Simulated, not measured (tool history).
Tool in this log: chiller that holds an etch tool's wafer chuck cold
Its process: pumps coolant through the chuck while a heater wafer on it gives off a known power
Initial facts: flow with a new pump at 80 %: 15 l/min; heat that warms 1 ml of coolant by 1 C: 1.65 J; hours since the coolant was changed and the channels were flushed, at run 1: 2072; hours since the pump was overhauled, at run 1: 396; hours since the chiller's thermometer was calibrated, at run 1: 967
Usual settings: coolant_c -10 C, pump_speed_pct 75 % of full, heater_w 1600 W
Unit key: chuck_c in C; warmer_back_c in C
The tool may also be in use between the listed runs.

run   hour  coolant_c  pump_speed_pct  heater_w  hours since the coolant was changed and the channels were flushed  hours since the pump was overhauled  hours since the chiller's thermometer was calibrated  chuck_c  warmer_back_c
  1    0.0        -10              75      1600                                                               2072                                  396                                                   967      2.4           4.20
  2   16.9        -10              75      1600                                                               2089                                  413                                                   984      2.4           4.17
  3   39.9        -13              75      1600                                                               2112                                  436                                                  1007     -0.6           4.16
  4   65.9        -10              75       812                                                               2138                                  462                                                  1033     -3.7           2.13
  5   82.2        -10              75      1600                                                               2154                                  479                                                  1049      2.5           4.14
  6  100.6        -10              75      1600                                                               2173                                  497                                                  1068      2.5           4.19
  7  126.2        -10              75      1600                                                               2198                                  523                                                  1093      2.3           4.12
  8  157.7        -10              75      1600                                                               2230                                  554                                                  1125      2.6           4.15
  9  181.4        -10              75      1600                                                               2254                                  578                                                  1148      2.5           4.14
 10  201.5        -10              75      1600                                                               2274                                  598                                                  1168      2.6           4.15
 11  219.7        -10              75      1600                                                               2292                                  616                                                  1187      2.5           4.17
 12  236.1        -10              75      1600                                                               2308                                  632                                                  1203      2.4           4.18
 13  264.0        -10              75      1600                                                               2336                                  660                                                  1231      2.5           4.11
 14  283.6        -10              75      1600                                                               2356                                  680                                                  1251      2.5           4.20
 15  298.8        -10              75      1600                                                               2371                                  695                                                  1266      2.3           4.16
 16  326.4        -10              75      1600                                                               2399                                  723                                                  1293      2.6           4.17
 17  343.4        -10              75      1600                                                               2416                                  740                                                  1310      2.6           4.12
 18  363.5        -13              69      2115                                                               2436                                  760                                                  1330      4.3           5.96
 19  387.4         -5              75       901                                                               2459                                  784                                                  1354      2.1           2.33
 20  410.4         -3              97      1108                                                               2482                                  807                                                  1377      4.4           2.24
 21  440.1        -10              65      1193                                                               2512                                  836                                                  1407      0.2           3.58
 22  466.9        -10              65       876                                                               2539                                  863                                                  1434     -2.4           2.65
 23  484.5        -10              65       876                                                               2557                                  881                                                  1451     -2.6           2.62
 24  507.8         -8              91      1217                                                               2580                                  904                                                  1475      0.7           2.60
 25  537.8         -4              87      1834                                                               2610                                  934                                                  1505      9.0           4.10
 26  560.9        -19              68      1019                                                               2633                                  957                                                  1528    -10.7           2.96
 27  575.8        -19              68      1019                                                               2648                                  972                                                  1543    -10.6           2.87
 28  591.2        -11              89      1542                                                               2663                                  987                                                  1558     -0.2           3.28
 29  607.6        -15              85      1818                                                               2680                                 1004                                                  1575     -2.1           4.11
 30  621.5        -15              71      1754                                                               2694                                 1018                                                  1588     -0.9           4.77
 31  653.2        -15              71      1754                                                               2725                                 1050                                                  1620     -0.9           4.79

Predict each of these 4 candidate next runs independently; none follows another, all start after run 31:
  A  682.1         -7              71      1585                                                               2754                                 1078                                                  1649        ?              ?
  B  682.1        -15              88      1754                                                               2754                                 1078                                                  1649        ?              ?
  C  682.1        -10              98      1600                                                               2754                                 1078                                                  1649        ?              ?
  D  682.1        -10              75       815                                                               2754                                 1078                                                  1649        ?              ?

run  chuck_c  warmer_back_c
  A      5.9           4.34
  B     -2.6           3.84
  C      0.4           3.18
  D     -3.6           2.13
With no hidden state in the tool, these same runs would have given:
run  chuck_c  warmer_back_c
  A      5.9           4.34
  B     -2.7           3.84
  C      0.4           3.18
  D     -3.6           2.13
